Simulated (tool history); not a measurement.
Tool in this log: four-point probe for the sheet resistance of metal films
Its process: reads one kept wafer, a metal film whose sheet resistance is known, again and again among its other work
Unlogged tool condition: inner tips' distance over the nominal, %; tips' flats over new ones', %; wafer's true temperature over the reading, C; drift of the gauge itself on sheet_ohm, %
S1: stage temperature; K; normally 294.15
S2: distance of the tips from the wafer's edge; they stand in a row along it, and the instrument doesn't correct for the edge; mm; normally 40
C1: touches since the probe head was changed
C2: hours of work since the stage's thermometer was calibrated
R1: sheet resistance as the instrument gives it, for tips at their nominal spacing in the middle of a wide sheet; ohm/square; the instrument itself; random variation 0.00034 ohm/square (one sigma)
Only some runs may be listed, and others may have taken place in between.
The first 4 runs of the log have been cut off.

run,hour,S1,S2,C1,C2,R1
5,88.2,294.15,40,6740,25,1.687425
6,106.6,294.15,26,7092,38,1.689562
7,121.7,294.15,26,7380,49,1.688983
8,143.1,294.15,26,7786,64,1.689638
9,163.6,294.15,26,8177,79,1.689688
10,182.5,294.15,40,8536,93,1.688013
11,198.6,294.15,40,8842,104,1.688390
# hour 205.6: stage's thermometer calibrated, once more
12,213.1,303.15,40,9110,5,1.711520
13,245.3,303.15,40,9723,29,1.711410
14,262.1,294.15,40,10043,41,1.692490
15,279.4,292.15,40,10372,53,1.688428
16,311.7,306.15,40,10988,76,1.717092
17,336.8,306.15,40,11466,94,1.716627
18,368.1,306.15,40,12062,117,1.717378
19,383.2,307.15,40,12348,128,1.718880
20,411.5,307.15,40,12887,148,1.719540
21,440.9,307.15,40,13447,169,1.719552
22,463.3,307.15,40,13875,185,1.719532
23,479.3,294.15,40,14180,197,1.693231
24,505.2,296.15,59,14673,215,1.696520
25,525.3,296.15,59,15055,230,1.697270
26,557.7,304.15,24,15672,253,1.714944
27,576.4,299.15,14,16028,267,1.709949
28,598.0,294.15,7,16440,282,1.722050

Expected results for the next run?
29,619.6,294.15,7,16850,298,?

R1: 1.721781 ohm/square
With the hidden condition absent and the run-to-run variation left alone, this run would have shown R1 1.720531 ohm/square.

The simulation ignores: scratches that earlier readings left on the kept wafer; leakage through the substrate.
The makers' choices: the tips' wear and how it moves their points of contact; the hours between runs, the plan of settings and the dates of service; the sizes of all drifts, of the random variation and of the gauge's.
